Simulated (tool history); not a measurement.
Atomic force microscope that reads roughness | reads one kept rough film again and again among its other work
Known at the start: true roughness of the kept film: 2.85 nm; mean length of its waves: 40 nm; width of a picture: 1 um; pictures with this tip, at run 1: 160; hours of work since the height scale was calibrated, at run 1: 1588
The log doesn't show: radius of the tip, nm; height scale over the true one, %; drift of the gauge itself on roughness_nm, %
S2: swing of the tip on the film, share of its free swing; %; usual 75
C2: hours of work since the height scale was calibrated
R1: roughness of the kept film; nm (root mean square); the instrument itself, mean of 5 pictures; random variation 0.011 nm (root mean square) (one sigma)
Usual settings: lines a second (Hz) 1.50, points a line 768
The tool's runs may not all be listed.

Run 1, hour 0.0: usual settings; pictures with this tip 160; C2 1588. Result: R1 2.361 nm (root mean square).
At hour 30.6: new tip fitted.
Run 2, hour 36.6: usual settings; pictures with this tip 7; C2 1615. Result: R1 2.539 nm (root mean square).
Run 3, hour 65.3: usual settings but lines a second (Hz) 0.66; pictures with this tip 42; C2 1637. Result: R1 2.575 nm (root mean square).
Run 4, hour 99.8: usual settings but lines a second (Hz) 0.71; pictures with this tip 84; C2 1664. Result: R1 2.526 nm (root mean square).
Run 5, hour 132.8: usual settings; pictures with this tip 124; C2 1689. Result: R1 2.408 nm (root mean square).
Run 6, hour 191.0: usual settings; pictures with this tip 194; C2 1734. Result: R1 2.326 nm (root mean square).
At hour 194.8: new tip fitted.
At hour 208.4: height scale calibrated on a step standard.
Run 7, hour 236.2: usual settings but S2 63 %; pictures with this tip 49; C2 21. Result: R1 2.591 nm (root mean square).
Run 8, hour 268.8: usual settings but S2 63 %; pictures with this tip 89; C2 46. Result: R1 2.558 nm (root mean square).
Run 9, hour 319.4: usual settings but S2 63 %; pictures with this tip 150; C2 85. Result: R1 2.483 nm (root mean square).
At hour 358.1: new tip fitted.
Run 10, hour 365.0: usual settings but S2 66 %; pictures with this tip 8; C2 120. Result: R1 2.627 nm (root mean square).
Run 11, hour 408.4: usual settings but lines a second (Hz) 1.22, points a line 749; pictures with this tip 61; C2 153. Result: R1 2.536 nm (root mean square).
Run 12, hour 459.2: usual settings but lines a second (Hz) 1.22, points a line 749; pictures with this tip 122; C2 192. Result: R1 2.454 nm (root mean square).
Run 13, hour 487.3: usual settings but lines a second (Hz) 0.68, S2 70 %, points a line 749; pictures with this tip 156; C2 214. Result: R1 2.489 nm (root mean square).
At hour 523.0: new tip fitted.
Run 14, hour 532.4: usual settings but lines a second (Hz) 2.22, S2 56 %, points a line 523; pictures with this tip 11; C2 248. Result: R1 2.644 nm (root mean square).
Run 15, hour 563.4: usual settings but lines a second (Hz) 1.83; pictures with this tip 49; C2 272. Result: R1 2.497 nm (root mean square).
Run 16, hour 619.3: usual settings but lines a second (Hz) 2.26, points a line 295; pictures with this tip 117; C2 315. Result: R1 2.346 nm (root mean square).

Forecast each of these 5 alternatives for the next run:
Run A, hour 649.6: usual settings but lines a second (Hz) 1.84, S2 81 %, points a line 302; pictures with this tip 153; C2 338. Result: R1 ?.
Run B, hour 649.6: usual settings but lines a second (Hz) 3.81, points a line 567; pictures with this tip 153; C2 338. Result: R1 ?.
Run C, hour 649.6: usual settings but lines a second (Hz) 2.26, S2 74 %, points a line 295; pictures with this tip 153; C2 338. Result: R1 ?.
Run D, hour 649.6: usual settings but lines a second (Hz) 0.72; pictures with this tip 153; C2 338. Result: R1 ?.
Run E, hour 649.6: usual settings but S2 58 %; pictures with this tip 153; C2 338. Result: R1 ?.

run     R1
  A  2.313
  B  2.190
  C  2.306
  D  2.478
  E  2.467
Without the tool's hidden state the same runs would have given:
run     R1
  A  2.505
  B  2.372
  C  2.498
  D  2.685
  E  2.672
